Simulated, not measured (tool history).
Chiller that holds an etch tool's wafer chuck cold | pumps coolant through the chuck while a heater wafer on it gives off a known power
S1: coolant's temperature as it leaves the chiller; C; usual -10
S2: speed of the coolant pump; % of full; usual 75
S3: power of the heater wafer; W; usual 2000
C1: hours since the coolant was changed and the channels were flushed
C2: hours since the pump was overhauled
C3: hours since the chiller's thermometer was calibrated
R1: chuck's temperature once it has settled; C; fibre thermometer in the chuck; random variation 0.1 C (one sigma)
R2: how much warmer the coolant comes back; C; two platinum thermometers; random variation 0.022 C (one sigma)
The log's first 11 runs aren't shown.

run 12 day=50.121 | S1=-10 S2=80 S3=2000 | C1=3691 C2=1573 C3=3306 | R1=3.6 R2=4.28
run 13 day=54.325 | S1=-10 S2=80 S3=2000 | C1=3792 C2=1674 C3=3407 | R1=3.5 R2=4.27
-- day=59.775 chiller's thermometer calibrated
run 14 day=60.275 | S1=-10 S2=80 S3=2000 | C1=3934 C2=1816 C3=12 | R1=4.1 R2=4.28
run 15 day=63.667 | S1=-10 S2=80 S3=2000 | C1=4016 C2=1897 C3=93 | R1=3.8 R2=4.30
run 16 day=68.321 | S1=-10 S2=75 S3=1045 | C1=4127 C2=2009 C3=205 | R1=-2.3 R2=2.42
run 17 day=71.583 | S1=-4 S2=72 S3=2703 | C1=4206 C2=2087 C3=283 | R1=16.5 R2=6.55
run 18 day=75.729 | S1=-4 S2=72 S3=2703 | C1=4305 C2=2187 C3=383 | R1=16.6 R2=6.58
run 19 day=81.371 | S1=-19 S2=72 S3=2133 | C1=4440 C2=2322 C3=518 | R1=-2.7 R2=5.16
run 20 day=87.033 | S1=-19 S2=72 S3=2133 | C1=4576 C2=2458 C3=654 | R1=-2.8 R2=5.13
run 21 day=91.546 | S1=-2 S2=60 S3=1953 | C1=4685 C2=2567 C3=763 | R1=15.0 R2=5.68
run 22 day=95.517 | S1=-10 S2=86 S3=2937 | C1=4780 C2=2662 C3=858 | R1=9.8 R2=5.88
run 23 day=99.238 | S1=-10 S2=86 S3=2937 | C1=4869 C2=2751 C3=947 | R1=9.9 R2=5.92
run 24 day=103.688 | S1=-4 S2=82 S3=1773 | C1=4976 C2=2858 C3=1054 | R1=8.4 R2=3.74
run 25 day=109.442 | S1=-4 S2=82 S3=1773 | C1=5114 C2=2996 C3=1192 | R1=8.4 R2=3.71
run 26 day=112.608 | S1=-12 S2=76 S3=1526 | C1=5190 C2=3072 C3=1268 | R1=-0.8 R2=3.52
run 27 day=116.804 | S1=-12 S2=75 S3=2835 | C1=5291 C2=3173 C3=1369 | R1=9.5 R2=6.59
run 28 day=119.821 | S1=-3 S2=60 S3=1563 | C1=5363 C2=3245 C3=1441 | R1=10.8 R2=4.59
run 29 day=125.579 | S1=-18 S2=75 S3=2659 | C1=5501 C2=3383 C3=1579 | R1=2.2 R2=6.18
run 30 day=131.221 | S1=-7 S2=75 S3=2396 | C1=5637 C2=3519 C3=1715 | R1=11.0 R2=5.60
run 31 day=136.867 | S1=-7 S2=75 S3=2219 | C1=5772 C2=3654 C3=1850 | R1=9.8 R2=5.18
run 32 day=139.808 | S1=-10 S2=75 S3=2980 | C1=5843 C2=3725 C3=1921 | R1=12.6 R2=6.96

Forecast each of these 3 alternatives for the next run:
run A day=142.596 | S1=-10 S2=97 S3=2980 | C1=5910 C2=3792 C3=1988 | R1=? R2=?
run B day=142.596 | S1=-3 S2=75 S3=1044 | C1=5910 C2=3792 C3=1988 | R1=? R2=?
run C day=142.596 | S1=-18 S2=92 S3=2382 | C1=5910 C2=3792 C3=1988 | R1=? R2=?

run=A R1=9.0 R2=5.34
run=B R1=4.9 R2=2.45
run=C R1=-2.1 R2=4.51
Without the tool's hidden state the same runs would have given:
run=A R1=6.4 R2=5.15
run=B R1=3.9 R2=2.37
run=C R1=-4.2 R2=4.36
